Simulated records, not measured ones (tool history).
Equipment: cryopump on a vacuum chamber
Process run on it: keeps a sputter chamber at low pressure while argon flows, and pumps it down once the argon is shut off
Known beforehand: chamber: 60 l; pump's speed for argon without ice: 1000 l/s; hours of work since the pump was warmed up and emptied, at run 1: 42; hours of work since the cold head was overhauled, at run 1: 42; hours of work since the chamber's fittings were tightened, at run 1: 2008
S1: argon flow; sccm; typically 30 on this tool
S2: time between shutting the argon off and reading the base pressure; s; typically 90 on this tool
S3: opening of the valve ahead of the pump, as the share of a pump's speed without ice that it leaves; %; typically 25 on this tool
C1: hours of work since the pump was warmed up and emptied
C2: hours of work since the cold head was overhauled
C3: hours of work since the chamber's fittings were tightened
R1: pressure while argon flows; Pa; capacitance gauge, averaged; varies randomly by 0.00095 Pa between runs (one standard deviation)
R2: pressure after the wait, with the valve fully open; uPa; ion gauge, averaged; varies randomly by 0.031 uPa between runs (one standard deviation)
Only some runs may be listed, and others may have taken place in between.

{"run": 1, "hour": 0.0, "S1": 30, "S2": 90, "S3": 25, "C1": 42, "C2": 42, "C3": 2008, "R1": 0.2037, "R2": 2.05}
{"run": 2, "hour": 7.8, "S1": 30, "S2": 90, "S3": 45, "C1": 46, "C2": 46, "C3": 2013, "R1": 0.1148, "R2": 2.11}
{"run": 3, "hour": 24.0, "S1": 30, "S2": 90, "S3": 25, "C1": 55, "C2": 55, "C3": 2022, "R1": 0.2034, "R2": 2.09}
{"run": 4, "hour": 37.5, "S1": 30, "S2": 90, "S3": 25, "C1": 62, "C2": 62, "C3": 2029, "R1": 0.2025, "R2": 2.07}
{"run": 5, "hour": 51.1, "S1": 30, "S2": 90, "S3": 25, "C1": 70, "C2": 70, "C3": 2037, "R1": 0.2049, "R2": 2.08}
{"run": 6, "hour": 60.2, "S1": 30, "S2": 90, "S3": 25, "C1": 75, "C2": 75, "C3": 2042, "R1": 0.2063, "R2": 2.1}
{"run": 7, "hour": 74.5, "S1": 30, "S2": 90, "S3": 25, "C1": 83, "C2": 83, "C3": 2050, "R1": 0.2052, "R2": 2.14}
{"run": 8, "hour": 83.2, "S1": 30, "S2": 90, "S3": 25, "C1": 88, "C2": 88, "C3": 2054, "R1": 0.2048, "R2": 2.11}
{"run": 9, "hour": 94.1, "S1": 15, "S2": 90, "S3": 25, "C1": 94, "C2": 94, "C3": 2060, "R1": 0.103, "R2": 2.1}
{"run": 10, "hour": 110.9, "S1": 15, "S2": 90, "S3": 25, "C1": 103, "C2": 103, "C3": 2070, "R1": 0.1029, "R2": 2.13}
{"run": 11, "hour": 121.1, "S1": 15, "S2": 90, "S3": 25, "C1": 109, "C2": 109, "C3": 2075, "R1": 0.1021, "R2": 2.14}
{"run": 12, "hour": 137.6, "S1": 30, "S2": 90, "S3": 16, "C1": 118, "C2": 118, "C3": 2085, "R1": 0.3212, "R2": 2.05}
{"run": 13, "hour": 146.3, "S1": 30, "S2": 90, "S3": 25, "C1": 122, "C2": 122, "C3": 2089, "R1": 0.205, "R2": 2.15}
{"run": 14, "hour": 162.4, "S1": 30, "S2": 90, "S3": 53, "C1": 131, "C2": 131, "C3": 2098, "R1": 0.1002, "R2": 2.11}
{"run": 15, "hour": 172.9, "S1": 30, "S2": 90, "S3": 53, "C1": 137, "C2": 137, "C3": 2104, "R1": 0.0986, "R2": 2.2}
{"run": 16, "hour": 189.0, "S1": 30, "S2": 90, "S3": 53, "C1": 146, "C2": 146, "C3": 2113, "R1": 0.0989, "R2": 2.09}
{"run": 17, "hour": 204.8, "S1": 30, "S2": 40, "S3": 25, "C1": 155, "C2": 155, "C3": 2122, "R1": 0.2067, "R2": 3.73}
{"run": 18, "hour": 215.1, "S1": 30, "S2": 40, "S3": 25, "C1": 161, "C2": 161, "C3": 2127, "R1": 0.2061, "R2": 3.78}
{"run": 19, "hour": 224.3, "S1": 30, "S2": 40, "S3": 25, "C1": 166, "C2": 166, "C3": 2133, "R1": 0.2041, "R2": 3.7}
{"run": 20, "hour": 240.9, "S1": 38, "S2": 90, "S3": 25, "C1": 175, "C2": 175, "C3": 2142, "R1": 0.2601, "R2": 2.17}
{"run": 21, "hour": 248.6, "S1": 38, "S2": 90, "S3": 18, "C1": 179, "C2": 179, "C3": 2146, "R1": 0.3597, "R2": 2.13}
{"run": 22, "hour": 260.1, "S1": 18, "S2": 31, "S3": 48, "C1": 186, "C2": 186, "C3": 2152, "R1": 0.0659, "R2": 4.56}
{"run": 23, "hour": 270.6, "S1": 18, "S2": 31, "S3": 48, "C1": 191, "C2": 191, "C3": 2158, "R1": 0.0662, "R2": 4.51}
{"run": 24, "hour": 278.5, "S1": 17, "S2": 41, "S3": 48, "C1": 196, "C2": 196, "C3": 2163, "R1": 0.0609, "R2": 3.76}
{"run": 25, "hour": 293.7, "S1": 17, "S2": 41, "S3": 48, "C1": 204, "C2": 204, "C3": 2171, "R1": 0.0626, "R2": 3.74}
{"run": 26, "hour": 311.0, "S1": 30, "S2": 203, "S3": 25, "C1": 214, "C2": 214, "C3": 2181, "R1": 0.2069, "R2": 1.43}
{"run": 27, "hour": 326.7, "S1": 30, "S2": 203, "S3": 25, "C1": 222, "C2": 222, "C3": 2189, "R1": 0.2067, "R2": 1.44}
{"run": 28, "hour": 336.8, "S1": 43, "S2": 92, "S3": 17, "C1": 228, "C2": 228, "C3": 2195, "R1": 0.4314, "R2": 2.08}
{"run": 29, "hour": 346.6, "S1": 43, "S2": 92, "S3": 17, "C1": 233, "C2": 233, "C3": 2200, "R1": 0.4345, "R2": 2.18}
{"run": 30, "hour": 361.9, "S1": 41, "S2": 90, "S3": 25, "C1": 242, "C2": 242, "C3": 2209, "R1": 0.2829, "R2": 2.17}
{"run": 31, "hour": 373.6, "S1": 26, "S2": 127, "S3": 28, "C1": 248, "C2": 248, "C3": 2215, "R1": 0.1626, "R2": 1.79}
{"run": 32, "hour": 384.8, "S1": 19, "S2": 90, "S3": 43, "C1": 255, "C2": 255, "C3": 2221, "R1": 0.0767, "R2": 2.17}
{"run": 33, "hour": 398.4, "S1": 19, "S2": 90, "S3": 43, "C1": 262, "C2": 262, "C3": 2229, "R1": 0.0786, "R2": 2.2}
{"run": 34, "hour": 412.4, "S1": 36, "S2": 198, "S3": 57, "C1": 270, "C2": 270, "C3": 2237, "R1": 0.1145, "R2": 1.46}

Run 35 is up next; what results do you expect?
{"run": 35, "hour": 428.1, "S1": 36, "S2": 198, "S3": 57, "C1": 279, "C2": 279, "C3": 2245, "R1": "?", "R2": "?"}

Run 35 yielded R1 0.1139 Pa, R2 1.51 uPa.
With the hidden condition absent and the run-to-run variation left alone, this run would have shown R1 0.1073 Pa, R2 0.91 uPa.
